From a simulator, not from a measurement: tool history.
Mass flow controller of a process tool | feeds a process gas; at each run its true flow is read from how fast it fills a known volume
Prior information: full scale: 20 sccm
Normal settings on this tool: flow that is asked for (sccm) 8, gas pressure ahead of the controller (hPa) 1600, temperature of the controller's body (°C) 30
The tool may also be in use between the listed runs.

run	day	flow that is asked for (sccm)	gas pressure ahead of the controller (hPa)	temperature of the controller's body (°C)	true flow (%)
1	0	8	1600	30	100.6
2	19.767	8	1600	30	100.6
3	38.496	8	1600	30	100.7
4	48.471	8	1600	31	100.84
5	62.533	8	1600	31	100.8
6	72.588	8	1600	31	100.65
7	87.1	11	1600	30	100.8
8	96.904	11	1600	30	100.9
# day 98.012: controller's zero set anew
9	105.254	11	1600	30	101.16
10	114.188	11	1600	30	101.28
11	123.992	11	1600	30	101.32
# day 136.121: controller's zero set anew, once more
12	143.467	10	2640	25	100.34
13	160.108	18	2640	28	100.68
14	172.317	8	2450	35	100.1
15	187.812	4	1600	30	100.56
16	206.633	4	1600	30	100.53
17	219.858	4	1600	30	100.53
18	230.875	8	1600	25	100.77

Predict each of these 4 candidate next runs independently; none follows another, all start after run 18:
A	244.508	8	2000	23	?
B	244.508	8	1600	25	?
C	244.508	8	2590	22	?
D	244.508	8	1470	30	?

run	true flow (%)
A	100.78
B	100.99
C	100.55
D	100.86
With the hidden condition removed and each run's random variation left untouched, the same runs would have given:
run	true flow (%)
A	99.34
B	99.55
C	99.12
D	99.43
